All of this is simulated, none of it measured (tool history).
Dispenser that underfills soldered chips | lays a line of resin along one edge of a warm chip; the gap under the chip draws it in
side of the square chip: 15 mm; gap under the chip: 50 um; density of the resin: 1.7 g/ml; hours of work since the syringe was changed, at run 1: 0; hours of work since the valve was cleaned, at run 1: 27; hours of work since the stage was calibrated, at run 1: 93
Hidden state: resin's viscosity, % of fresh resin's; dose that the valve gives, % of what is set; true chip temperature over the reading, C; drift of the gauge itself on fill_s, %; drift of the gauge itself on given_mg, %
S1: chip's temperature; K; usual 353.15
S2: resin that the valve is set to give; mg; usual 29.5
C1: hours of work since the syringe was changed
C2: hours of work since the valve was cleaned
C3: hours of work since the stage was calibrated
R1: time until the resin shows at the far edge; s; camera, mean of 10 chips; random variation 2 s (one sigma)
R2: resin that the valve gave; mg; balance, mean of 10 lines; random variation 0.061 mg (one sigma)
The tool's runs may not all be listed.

run	hour	S1	S2	C1	C2	C3	R1	R2
1	0.0	353.15	29.5	0	27	93	202.7	29.04
# hour 7.3: new syringe of resin
2	8.5	353.15	29.5	1	33	99	208.9	29.00
# hour 14.6: new syringe of resin
3	14.6	353.15	29.5	0	38	104	188.4	28.81
4	20.6	353.15	29.5	5	43	109	283.0	28.79
# hour 22.3: new syringe of resin
5	25.3	353.15	29.5	2	46	112	233.4	28.81
# hour 29.6: new syringe of resin
6	32.3	353.15	29.5	2	52	118	234.9	28.66
# hour 34.0: dispensing valve cleaned and set on the balance
# hour 38.0: new syringe of resin
7	43.1	353.15	29.5	4	7	125	271.6	29.42
# hour 45.4: new syringe of resin
8	48.8	353.15	29.5	3	11	130	238.2	29.24
# hour 52.7: new syringe of resin
9	55.7	353.15	29.5	2	17	135	236.6	29.11
# hour 60.3: new syringe of resin
10	60.5	353.15	29.5	0	20	138	196.4	29.07
# hour 67.7: new syringe of resin
11	70.5	353.15	29.5	2	28	146	233.7	29.07
# hour 75.2: new syringe of resin
12	77.3	353.15	29.5	2	33	151	219.5	28.90
# hour 82.9: new syringe of resin
13	82.9	353.15	29.5	0	37	156	189.0	28.80
# hour 90.6: new syringe of resin
14	90.6	353.15	29.5	0	43	162	188.5	28.86
# hour 98.0: new syringe of resin
15	100.1	353.15	29.5	2	51	169	221.5	28.69
# hour 102.8: dispensing valve cleaned and set on the balance
# hour 106.7: new syringe of resin
16	109.8	353.15	29.5	3	5	176	233.4	29.29
# hour 114.0: new syringe of resin
17	118.4	364.15	37.7	4	12	182	171.3	37.42
# hour 121.6: new syringe of resin
18	126.8	353.15	26.6	4	18	189	269.4	26.33
# hour 129.2: new syringe of resin
# hour 136.9: new syringe of resin
19	136.9	358.15	31.9	0	26	196	158.4	31.47
# hour 144.3: new syringe of resin
20	147.1	358.15	31.9	2	34	204	191.8	31.29
# hour 151.7: new syringe of resin
21	155.1	339.15	26.5	3	40	210	415.7	25.85
# hour 159.2: new syringe of resin
22	162.0	357.15	32.4	2	45	216	197.5	31.71
# hour 166.9: new syringe of resin
23	167.7	343.15	32.7	1	50	220	289.0	31.78
# hour 171.6: dispensing valve cleaned and set on the balance
24	173.8	358.15	36.6	5	2	224	229.8	36.67
# hour 175.5: new syringe of resin
# hour 182.7: new syringe of resin
25	182.8	339.15	35.1	0	8	231	320.8	35.00
# hour 190.1: new syringe of resin
26	190.1	342.15	35.1	0	14	236	282.1	34.82
# hour 197.7: new syringe of resin
27	198.7	340.15	27.2	1	21	243	326.5	26.86
# hour 205.2: new syringe of resin
28	206.9	342.15	29.9	1	27	249	312.0	29.41
# hour 212.9: new syringe of resin
29	214.9	342.15	29.9	2	33	256	323.8	29.36
# hour 220.3: new syringe of resin
30	220.8	358.15	33.9	0	38	260	156.5	33.03
# hour 227.7: new syringe of resin
31	227.9	355.15	28.6	0	43	265	178.4	27.84

3 ways to go on from here, each from the tool as it stands after run 31. What would each give?
# hour 235.5: new syringe of resin
A	237.6	353.15	28.3	2	51	273	?	?
# hour 235.5: new syringe of resin
B	237.6	354.15	28.7	2	51	273	?	?
# hour 235.5: new syringe of resin
C	237.6	353.15	34.5	2	51	273	?	?

run	R1	R2
A	215.8	27.54
B	206.1	27.92
C	215.9	33.66
Without the tool's hidden state the same runs would have given:
run	R1	R2
A	198.1	28.30
B	189.2	28.69
C	198.8	34.59
